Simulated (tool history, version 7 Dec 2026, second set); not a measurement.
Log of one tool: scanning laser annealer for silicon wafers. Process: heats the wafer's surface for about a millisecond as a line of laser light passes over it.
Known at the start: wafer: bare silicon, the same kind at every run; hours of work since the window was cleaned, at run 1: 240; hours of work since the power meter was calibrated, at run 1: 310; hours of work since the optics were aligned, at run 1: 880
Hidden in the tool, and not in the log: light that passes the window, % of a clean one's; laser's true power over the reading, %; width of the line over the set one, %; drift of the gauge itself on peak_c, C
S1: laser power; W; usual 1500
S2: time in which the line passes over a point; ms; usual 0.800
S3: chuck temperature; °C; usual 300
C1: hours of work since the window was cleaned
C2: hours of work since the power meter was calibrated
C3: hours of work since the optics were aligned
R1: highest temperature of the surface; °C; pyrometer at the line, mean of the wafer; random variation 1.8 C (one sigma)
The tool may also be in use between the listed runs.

run 1 day=0.000 | S1=1500 S2=0.800 S3=300 | C1=240 C2=310 C3=880 | R1=1043
run 2 day=0.467 | S1=1500 S2=0.800 S3=300 | C1=248 C2=318 C3=888 | R1=1041
run 3 day=0.950 | S1=1500 S2=0.800 S3=300 | C1=256 C2=326 C3=896 | R1=1040
run 4 day=1.300 | S1=1500 S2=0.800 S3=300 | C1=261 C2=332 C3=901 | R1=1039
run 5 day=1.775 | S1=1445 S2=0.800 S3=300 | C1=269 C2=339 C3=909 | R1=1013
run 6 day=2.188 | S1=1445 S2=0.800 S3=300 | C1=276 C2=346 C3=916 | R1=1011
run 7 day=2.721 | S1=1445 S2=0.800 S3=300 | C1=285 C2=355 C3=925 | R1=1014
run 8 day=2.967 | S1=1500 S2=0.800 S3=300 | C1=289 C2=359 C3=929 | R1=1037
run 9 day=3.508 | S1=1500 S2=0.672 S3=300 | C1=298 C2=368 C3=938 | R1=976
run 10 day=3.921 | S1=1500 S2=0.672 S3=300 | C1=304 C2=375 C3=944 | R1=978
-- day=4.171 optics aligned, line set to its width
run 11 day=4.421 | S1=1500 S2=0.672 S3=300 | C1=309 C2=379 C3=4 | R1=973
run 12 day=4.900 | S1=1500 S2=0.672 S3=300 | C1=317 C2=387 C3=12 | R1=970
run 13 day=5.342 | S1=1568 S2=0.672 S3=300 | C1=324 C2=395 C3=19 | R1=1002
run 14 day=5.729 | S1=1467 S2=0.665 S3=300 | C1=331 C2=401 C3=26 | R1=953
run 15 day=6.212 | S1=1380 S2=0.800 S3=300 | C1=339 C2=409 C3=34 | R1=968
run 16 day=6.592 | S1=1483 S2=0.961 S3=300 | C1=345 C2=415 C3=40 | R1=1088
run 17 day=7.042 | S1=1516 S2=0.800 S3=316 | C1=352 C2=422 C3=47 | R1=1048
run 18 day=7.317 | S1=1516 S2=0.800 S3=316 | C1=357 C2=427 C3=52 | R1=1053
-- day=7.642 optics aligned, line set to its width, once more
run 19 day=7.804 | S1=1621 S2=0.800 S3=300 | C1=361 C2=432 C3=3 | R1=1105
run 20 day=8.179 | S1=1603 S2=0.800 S3=277 | C1=368 C2=438 C3=9 | R1=1072
run 21 day=8.662 | S1=1277 S2=0.835 S3=260 | C1=375 C2=446 C3=17 | R1=902
run 22 day=9.196 | S1=1500 S2=0.824 S3=300 | C1=384 C2=454 C3=25 | R1=1051
run 23 day=9.625 | S1=1500 S2=0.824 S3=300 | C1=391 C2=461 C3=33 | R1=1052
run 24 day=10.071 | S1=1570 S2=0.576 S3=300 | C1=399 C2=469 C3=40 | R1=957
run 25 day=10.312 | S1=1640 S2=0.800 S3=294 | C1=402 C2=473 C3=44 | R1=1106

Forecast each of these 5 alternatives for the next run:
run A day=10.600 | S1=1299 S2=0.898 S3=314 | C1=407 C2=477 C3=48 | R1=?
run B day=10.600 | S1=1570 S2=0.669 S3=294 | C1=407 C2=477 C3=48 | R1=?
run C day=10.600 | S1=1555 S2=0.833 S3=272 | C1=407 C2=477 C3=48 | R1=?
run D day=10.600 | S1=1561 S2=0.692 S3=299 | C1=407 C2=477 C3=48 | R1=?
run E day=10.600 | S1=1547 S2=0.737 S3=263 | C1=407 C2=477 C3=48 | R1=?

run=A R1=993
run=B R1=1003
run=C R1=1055
run=D R1=1016
run=E R1=999
Without the tool's hidden state the same runs would have given:
run=A R1=1013
run=B R1=1025
run=C R1=1079
run=D R1=1038
run=E R1=1021

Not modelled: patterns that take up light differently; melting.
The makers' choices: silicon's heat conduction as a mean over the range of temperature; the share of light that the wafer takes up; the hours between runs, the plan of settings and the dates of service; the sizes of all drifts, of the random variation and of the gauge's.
